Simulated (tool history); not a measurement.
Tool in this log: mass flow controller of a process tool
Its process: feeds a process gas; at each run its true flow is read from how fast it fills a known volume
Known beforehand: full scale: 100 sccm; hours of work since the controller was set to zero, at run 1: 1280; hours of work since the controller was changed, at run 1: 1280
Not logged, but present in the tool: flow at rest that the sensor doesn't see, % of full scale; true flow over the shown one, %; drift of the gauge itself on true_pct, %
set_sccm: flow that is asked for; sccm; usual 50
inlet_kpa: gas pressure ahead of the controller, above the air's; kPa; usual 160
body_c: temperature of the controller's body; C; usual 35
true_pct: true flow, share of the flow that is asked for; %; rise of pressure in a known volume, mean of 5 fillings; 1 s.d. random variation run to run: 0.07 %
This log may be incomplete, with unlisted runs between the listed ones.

run	hour	set_sccm	inlet_kpa	body_c	hours of work since the controller was set to zero	hours of work since the controller was changed	true_pct
1	0.0	50	160	35	1280	1280	97.90
2	65.4	50	160	35	1305	1305	97.98
3	115.7	50	273	35	1324	1324	98.47
4	171.6	50	273	35	1346	1346	98.54
5	281.3	50	273	35	1388	1388	98.58
6	364.3	50	273	35	1420	1420	98.74
7	454.2	50	160	25	1454	1454	99.25
8	513.0	50	160	25	1477	1477	99.27
9	583.4	50	160	25	1504	1504	99.31
10	675.1	50	160	35	1539	1539	98.47
11	726.6	50	160	35	1559	1559	98.47
12	807.1	50	160	35	1590	1590	98.64
13	915.6	50	160	35	1631	1631	98.78
14	972.4	50	160	35	1653	1653	98.65
15	1038.5	50	160	35	1678	1678	98.82
16	1096.2	50	140	35	1700	1700	98.73
17	1199.7	50	140	35	1740	1740	99.01
18	1288.0	50	140	35	1774	1774	98.90
19	1366.3	50	140	35	1804	1804	99.10
20	1413.8	50	140	35	1822	1822	99.13
21	1508.0	50	140	35	1858	1858	99.15
22	1618.2	50	160	29	1901	1901	99.86
23	1695.5	50	160	29	1930	1930	100.07
24	1800.1	50	207	29	1971	1971	100.40
25	1888.9	50	207	29	2005	2005	100.42
26	1951.3	50	207	29	2029	2029	100.46
27	1999.8	50	207	29	2047	2047	100.45
28	2048.6	97	264	35	2066	2066	101.28
29	2162.4	50	233	31	2110	2110	100.54
30	2245.1	38	155	22	2141	2141	100.85
31	2316.4	23	176	22	2169	2169	100.87
# hour 2355.4: gauge calibrated
32	2384.5	50	235	27	2195	2195	99.07
33	2446.7	54	159	26	2219	2219	98.89
34	2525.1	15	254	40	2249	2249	97.16
35	2621.8	20	172	21	2286	2286	98.94
36	2706.7	20	202	37	2318	2318	97.47
37	2792.8	20	202	40	2351	2351	97.31
38	2904.6	20	202	40	2394	2394	97.43

Alternative continuations, all from the tool just after run 38; predict every row:
A	2993.7	82	160	35	2429	2429	?
B	2993.7	19	212	30	2429	2429	?
C	2993.7	10	160	28	2429	2429	?
D	2993.7	50	279	35	2429	2429	?
E	2993.7	20	152	32	2429	2429	?

run	true_pct
A	98.98
B	98.41
C	98.23
D	99.05
E	98.20
Stripped of hidden state, with their random variation kept, the same runs would have yielded:
run	true_pct
A	98.38
B	97.80
C	97.60
D	98.44
E	97.59
